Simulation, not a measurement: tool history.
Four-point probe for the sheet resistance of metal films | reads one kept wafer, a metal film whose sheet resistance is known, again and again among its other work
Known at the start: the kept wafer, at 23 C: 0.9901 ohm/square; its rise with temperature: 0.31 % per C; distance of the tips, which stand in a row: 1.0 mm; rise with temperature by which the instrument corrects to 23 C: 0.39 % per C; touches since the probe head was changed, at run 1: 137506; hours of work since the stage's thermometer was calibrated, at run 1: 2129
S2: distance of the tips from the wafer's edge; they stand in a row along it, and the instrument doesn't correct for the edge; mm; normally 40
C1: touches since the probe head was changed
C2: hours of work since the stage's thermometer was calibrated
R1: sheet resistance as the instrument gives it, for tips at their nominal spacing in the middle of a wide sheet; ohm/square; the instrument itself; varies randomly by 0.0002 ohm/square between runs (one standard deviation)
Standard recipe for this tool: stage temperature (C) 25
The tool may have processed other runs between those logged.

Run 1, day 0: usual settings; C1 137506; C2 2129. Result: R1 0.988619 ohm/square.
Run 2, day 4.062: usual settings; C1 142537; C2 2207. Result: R1 0.988916 ohm/square.
Run 3, day 8.025: usual settings but stage temperature (C) 23; C1 147447; C2 2283. Result: R1 0.990253 ohm/square.
Run 4, day 11.867: usual settings but stage temperature (C) 23; C1 152200; C2 2357. Result: R1 0.990114 ohm/square.
Run 5, day 14.658: usual settings but stage temperature (C) 20; C1 155658; C2 2410. Result: R1 0.992637 ohm/square.
Run 6, day 18.138: usual settings but stage temperature (C) 20; C1 159967; C2 2477. Result: R1 0.99275 ohm/square.
Run 7, day 20.358: usual settings; C1 162716; C2 2520. Result: R1 0.9887 ohm/square.
Run 8, day 24.45: usual settings; C1 167788; C2 2598. Result: R1 0.988443 ohm/square.
Run 9, day 28.817: usual settings; C1 173195; C2 2682. Result: R1 0.988634 ohm/square.
Run 10, day 32.358: usual settings; C1 177579; C2 2750. Result: R1 0.988736 ohm/square.
Run 11, day 35.779: usual settings but stage temperature (C) 22; C1 181814; C2 2815. Result: R1 0.990993 ohm/square.
At day 36.183: new probe head fitted.
At day 36.517: stage's thermometer calibrated.
Run 12, day 40.146: usual settings but stage temperature (C) 29; C1 4879; C2 70. Result: R1 0.98527 ohm/square.
Run 13, day 42.538: usual settings but stage temperature (C) 27; C1 7841; C2 115. Result: R1 0.987104 ohm/square.
Run 14, day 44.333: usual settings but stage temperature (C) 27; C1 10067; C2 150. Result: R1 0.987482 ohm/square.
Run 15, day 47.538: usual settings; C1 14037; C2 211. Result: R1 0.988561 ohm/square.
Run 16, day 51.275: usual settings; C1 18664; C2 283. Result: R1 0.988974 ohm/square.
Run 17, day 53.596: usual settings but S2 60 mm; C1 21539; C2 328. Result: R1 0.988446 ohm/square.
Run 18, day 55.596: usual settings but S2 60 mm; C1 24015; C2 366. Result: R1 0.988628 ohm/square.
Run 19, day 59.083: usual settings but S2 60 mm; C1 28332; C2 433. Result: R1 0.988598 ohm/square.
Run 20, day 61.242: usual settings but S2 60 mm; C1 31008; C2 474. Result: R1 0.988497 ohm/square.
Run 21, day 65.446: usual settings but S2 60 mm; C1 36213; C2 555. Result: R1 0.98828 ohm/square.
Run 22, day 67.846: usual settings but S2 60 mm; C1 39186; C2 601. Result: R1 0.988505 ohm/square.
Run 23, day 70.5: usual settings but S2 8 mm; C1 42472; C2 652. Result: R1 0.99626 ohm/square.
Run 24, day 74.233: usual settings but S2 12 mm; C1 47094; C2 723. Result: R1 0.991843 ohm/square.
Run 25, day 78.483: usual settings but stage temperature (C) 21, S2 5 mm; C1 52359; C2 805. Result: R1 1.012814 ohm/square.
Run 26, day 81.475: usual settings but S2 5 mm; C1 56064; C2 862. Result: R1 1.009343 ohm/square.
Run 27, day 85.708: usual settings but stage temperature (C) 34, S2 6 mm; C1 61309; C2 943. Result: R1 0.995943 ohm/square.
Run 28, day 88.512: usual settings but stage temperature (C) 30, S2 4 mm; C1 64782; C2 997. Result: R1 1.016153 ohm/square.
Run 29, day 92.804: usual settings but stage temperature (C) 23, S2 4 mm; C1 70097; C2 1079. Result: R1 1.021945 ohm/square.
Run 30, day 97.117: usual settings but stage temperature (C) 34, S2 7 mm; C1 75435; C2 1162. Result: R1 0.992511 ohm/square.
Run 31, day 100.233: usual settings but stage temperature (C) 28, S2 54 mm; C1 79296; C2 1222. Result: R1 0.986072 ohm/square.
Run 32, day 102.958: usual settings but stage temperature (C) 28, S2 54 mm; C1 82670; C2 1274. Result: R1 0.98591 ohm/square.
Run 33, day 106.483: usual settings but stage temperature (C) 32, S2 48 mm; C1 87038; C2 1342. Result: R1 0.98315 ohm/square.
Run 34, day 109.467: usual settings but stage temperature (C) 18, S2 54 mm; C1 90728; C2 1399. Result: R1 0.994023 ohm/square.
Run 35, day 111.7: usual settings but stage temperature (C) 31, S2 24 mm; C1 93494; C2 1442. Result: R1 0.984824 ohm/square.
Run 36, day 114.521: usual settings but stage temperature (C) 31, S2 24 mm; C1 96989; C2 1496. Result: R1 0.98476 ohm/square.
Run 37, day 118.912: usual settings but stage temperature (C) 21, S2 18 mm; C1 102427; C2 1580. Result: R1 0.993351 ohm/square.
Run 38, day 122.5: usual settings but stage temperature (C) 21, S2 18 mm; C1 106872; C2 1649. Result: R1 0.993265 ohm/square.
Run 39, day 124.954: usual settings but stage temperature (C) 21, S2 18 mm; C1 109912; C2 1696. Result: R1 0.993024 ohm/square.
Run 40, day 127.838: usual settings but stage temperature (C) 21, S2 37 mm; C1 113481; C2 1751. Result: R1 0.991729 ohm/square.
Run 41, day 132.204: usual settings but stage temperature (C) 21, S2 9 mm; C1 118888; C2 1835. Result: R1 0.998143 ohm/square.
Run 42, day 135.95: usual settings but stage temperature (C) 19, S2 12 mm; C1 123528; C2 1907. Result: R1 0.996686 ohm/square.
Run 43, day 140.317: usual settings but stage temperature (C) 19, S2 12 mm; C1 128937; C2 1991. Result: R1 0.996909 ohm/square.
Run 44, day 142.433: usual settings but stage temperature (C) 32, S2 3 mm; C1 131555; C2 2031. Result: R1 1.038124 ohm/square.

Each row is a separate what-if for the run after 44, all from the same tool condition, not one after another. Results?
Run A, day 145.292: usual settings but stage temperature (C) 34, S2 16 mm; C1 135095; C2 2086. Result: R1 ?.
Run B, day 145.292: usual settings but stage temperature (C) 21, S2 4 mm; C1 135095; C2 2086. Result: R1 ?.
Run C, day 145.292: usual settings but stage temperature (C) 23, S2 33 mm; C1 135095; C2 2086. Result: R1 ?.
Run D, day 145.292: usual settings but stage temperature (C) 24, S2 4 mm; C1 135095; C2 2086. Result: R1 ?.
Run E, day 145.292: usual settings but stage temperature (C) 20, S2 23 mm; C1 135095; C2 2086. Result: R1 ?.

run        R1
  A  0.983164
  B  1.023756
  C  0.990509
  D  1.021207
  E  0.993078
With the hidden condition removed and each run's random variation left untouched, the same runs would have given:
run        R1
  A  0.983447
  B  1.024052
  C  0.990795
  D  1.021501
  E  0.993365
